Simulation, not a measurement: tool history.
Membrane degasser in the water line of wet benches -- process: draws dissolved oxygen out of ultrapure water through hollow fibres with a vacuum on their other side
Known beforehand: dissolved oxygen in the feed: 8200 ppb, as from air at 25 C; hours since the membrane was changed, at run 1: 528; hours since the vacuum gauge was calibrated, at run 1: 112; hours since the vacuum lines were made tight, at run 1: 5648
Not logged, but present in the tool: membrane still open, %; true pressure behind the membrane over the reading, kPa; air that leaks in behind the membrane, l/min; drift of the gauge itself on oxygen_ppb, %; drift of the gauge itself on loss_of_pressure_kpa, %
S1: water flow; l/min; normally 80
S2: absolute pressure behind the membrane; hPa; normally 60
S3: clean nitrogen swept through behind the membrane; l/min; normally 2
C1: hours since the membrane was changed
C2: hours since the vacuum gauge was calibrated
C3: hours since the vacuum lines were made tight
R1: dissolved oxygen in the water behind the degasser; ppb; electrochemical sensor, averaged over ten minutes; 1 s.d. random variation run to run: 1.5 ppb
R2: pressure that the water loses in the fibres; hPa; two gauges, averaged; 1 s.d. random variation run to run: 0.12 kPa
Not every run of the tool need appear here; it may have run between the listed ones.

run    hour   S1     S2    S3    C1    C2    C3      R1     R2
  1       0   80     60     2   528   112  5648   316.6  543.4
  2   208.4   80     60     2   736   320  5856   320.8  545.5
  3     450   80  114.4     2   978   562  6098   709.3  545.5
  4   697.8   80  114.4     2  1225   810  6345   709.7  546.7
  5   939.7   80     60     2  1467  1052  6587   319.6  545.7
  6  1120.4   70     60     2  1648  1232  6768   256.5    479
  7  1261.9   70     60     2  1789  1374  6909   257.1  478.2
  8  1487.8   81     60     2  2015  1600  7135   327.3  554.7
       1508  -- vacuum gauge calibrated
  9  1701.3   80    111     2  2228   193  7348   691.7  548.8
     1734.9  -- seals of the vacuum lines changed
 10  1927.3   80    111     2  2452   417   192   689.3  547.6
     2095.8  -- vacuum gauge calibrated, once more
 11  2123.1   62   38.8  3.14  2648    27   388    69.3  426.5
 12  2333.6   77   59.4  0.86  2858   238   598   475.6  528.1
 13  2481.5   77   59.4  0.86  3006   386   746   471.1  530.5
 14  2608.7   59   55.2  1.42  3133   513   873     222  405.8
 15  2800.1   59   60.5  0.96  3325   704  1065   341.7  406.1
 16  2997.7   90  114.5  0.96  3522   902  1262    1247    619
 17  3186.6   96  106.2  0.82  3711  1091  1451  1310.5  665.5
 18  3411.1  105  124.2  3.17  3936  1315  1676   831.3  723.7
 19  3566.5  122   53.1  4.03  4091  1471  1831   523.6  844.5

What differs in the tool's unlogged condition from the final listed run ahead of each entry between runs to the first listed run following it?
In the gap between runs 8 and 9: vacuum gauge calibrated (hour 1508)
  membrane still open, %: 99.2 -> 99.1; air that leaks in behind the membrane, l/min: 0.0127 -> 0.013
  what was measured, less what the result would be without the hidden state, R1: +4 -> +4.4 ppb; R2: +4.3 -> +4.8 hPa
In the gap between runs 9 and 10: seals of the vacuum lines changed (hour 1734.9)
  membrane still open, %: 99.1 -> 99; air that leaks in behind the membrane, l/min: 0.013 -> 0.003
  what was measured, less what the result would be without the hidden state, R1: +4.4 -> +4.8 ppb; R2: +4.8 -> +5.3 hPa
In the gap between runs 10 and 11: vacuum gauge calibrated, once more (hour 2095.8)
  true pressure behind the membrane over the reading, kPa: 0.01 -> 0.05; air that leaks in behind the membrane, l/min: 0.003 -> 0.0033
  what was measured, less what the result would be without the hidden state, R1: +4.8 -> +4.1 ppb; R2: +5.3 -> +4.4 hPa
